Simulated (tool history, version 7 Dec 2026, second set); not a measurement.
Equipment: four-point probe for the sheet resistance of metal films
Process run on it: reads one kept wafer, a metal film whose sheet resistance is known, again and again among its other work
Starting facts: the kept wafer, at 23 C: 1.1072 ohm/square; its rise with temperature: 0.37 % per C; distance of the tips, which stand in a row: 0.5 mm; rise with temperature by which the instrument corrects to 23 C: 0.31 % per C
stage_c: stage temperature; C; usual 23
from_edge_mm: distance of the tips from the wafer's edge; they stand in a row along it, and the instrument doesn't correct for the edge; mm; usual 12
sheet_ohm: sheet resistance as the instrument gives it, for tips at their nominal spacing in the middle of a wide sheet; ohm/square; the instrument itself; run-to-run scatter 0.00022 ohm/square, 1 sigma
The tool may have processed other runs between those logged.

run 1 day=0.000 | stage_c=23 from_edge_mm=12 | sheet_ohm=1.104183
run 2 day=0.779 | stage_c=23 from_edge_mm=12 | sheet_ohm=1.103300
run 3 day=1.604 | stage_c=23 from_edge_mm=12 | sheet_ohm=1.103691
run 4 day=2.483 | stage_c=23 from_edge_mm=12 | sheet_ohm=1.103960
run 5 day=3.221 | stage_c=26 from_edge_mm=12 | sheet_ohm=1.105561
run 6 day=4.329 | stage_c=18 from_edge_mm=12 | sheet_ohm=1.100081
run 7 day=5.333 | stage_c=18 from_edge_mm=12 | sheet_ohm=1.099806
run 8 day=5.800 | stage_c=18 from_edge_mm=12 | sheet_ohm=1.100202
run 9 day=6.250 | stage_c=18 from_edge_mm=12 | sheet_ohm=1.099730
run 10 day=6.825 | stage_c=18 from_edge_mm=12 | sheet_ohm=1.099768
run 11 day=7.804 | stage_c=18 from_edge_mm=12 | sheet_ohm=1.099835
run 12 day=8.429 | stage_c=27 from_edge_mm=12 | sheet_ohm=1.106051
run 13 day=9.212 | stage_c=27 from_edge_mm=12 | sheet_ohm=1.106588
-- day=9.329 stage's thermometer calibrated
run 14 day=10.233 | stage_c=23 from_edge_mm=33 | sheet_ohm=1.102688
run 15 day=10.950 | stage_c=23 from_edge_mm=33 | sheet_ohm=1.102341
run 16 day=11.904 | stage_c=20 from_edge_mm=12 | sheet_ohm=1.100952
run 17 day=12.729 | stage_c=20 from_edge_mm=12 | sheet_ohm=1.100708
run 18 day=13.204 | stage_c=20 from_edge_mm=12 | sheet_ohm=1.100759

Run 19 comes next. What will it give?
-- day=13.283 stage's thermometer calibrated, once more
run 19 day=13.779 | stage_c=23 from_edge_mm=30 | sheet_ohm=?

Run 19 came out at sheet_ohm 1.103315 ohm/square.
The same run, on a tool lacking any hidden state, would have yielded sheet_ohm 1.107242 ohm/square.

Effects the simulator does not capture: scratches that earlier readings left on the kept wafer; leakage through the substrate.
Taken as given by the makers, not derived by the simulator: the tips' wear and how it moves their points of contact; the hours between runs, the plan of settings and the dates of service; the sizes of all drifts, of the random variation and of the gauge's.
